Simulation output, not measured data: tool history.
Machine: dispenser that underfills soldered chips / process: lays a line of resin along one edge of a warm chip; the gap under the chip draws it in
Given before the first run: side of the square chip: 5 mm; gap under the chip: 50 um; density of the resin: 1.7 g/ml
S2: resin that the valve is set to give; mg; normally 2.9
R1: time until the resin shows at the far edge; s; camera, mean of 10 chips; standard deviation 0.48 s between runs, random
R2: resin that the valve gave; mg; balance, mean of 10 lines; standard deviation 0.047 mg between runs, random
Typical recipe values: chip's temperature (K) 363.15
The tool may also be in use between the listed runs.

Run 1, hour 0: usual settings. Result: R1 53.7 s, R2 2.67 mg.
At hour 2.3: new syringe of resin.
Run 2, hour 3.4: usual settings. Result: R1 41 s, R2 2.82 mg.
Run 3, hour 6.8: usual settings. Result: R1 49.3 s, R2 2.77 mg.
At hour 10.8: new syringe of resin.
Run 4, hour 11.3: usual settings. Result: R1 40.6 s, R2 2.6 mg.
Run 5, hour 15.4: usual settings but S2 2.67 mg. Result: R1 50.4 s, R2 2.46 mg.
At hour 19.4: new syringe of resin.
Run 6, hour 21.6: usual settings but S2 2.67 mg. Result: R1 44.5 s, R2 2.47 mg.
Run 7, hour 26.3: usual settings but chip's temperature (K) 367.15, S2 2.56 mg. Result: R1 50.9 s, R2 2.4 mg.
At hour 28: new syringe of resin.
Run 8, hour 31.4: usual settings but chip's temperature (K) 374.15, S2 3.69 mg. Result: R1 32.1 s, R2 3.5 mg.
Run 9, hour 34.7: usual settings but chip's temperature (K) 374.15, S2 3.69 mg. Result: R1 38 s, R2 3.43 mg.
At hour 36.5: new syringe of resin.
Run 10, hour 38.7: usual settings but chip's temperature (K) 373.15. Result: R1 32.6 s, R2 2.75 mg.
Run 11, hour 43.7: usual settings but chip's temperature (K) 373.15. Result: R1 41.5 s, R2 2.72 mg.
At hour 45.2: new syringe of resin.
Run 12, hour 48.5: usual settings but chip's temperature (K) 373.15, S2 2.62 mg. Result: R1 35 s, R2 2.45 mg.

The logged runs with the hidden state left out (each run's random variation unchanged):
Hidden state present: resin's viscosity, % of fresh resin's; dose that the valve gives, % of what is set; true chip temperature over the reading, C; drift of the gauge itself on fill_s, %; drift of the gauge itself on given_mg, %.
run    R1    R2
  1  38.2  2.83
  2    37  2.98
  3  37.6  2.94
  4  38.5  2.78
  5  38.8  2.63
  6  38.7  2.65
  7  35.3  2.58
  8  26.1  3.77
  9  26.5   3.7
 10  27.9  2.96
 11  27.9  2.95
 12  28.4  2.66
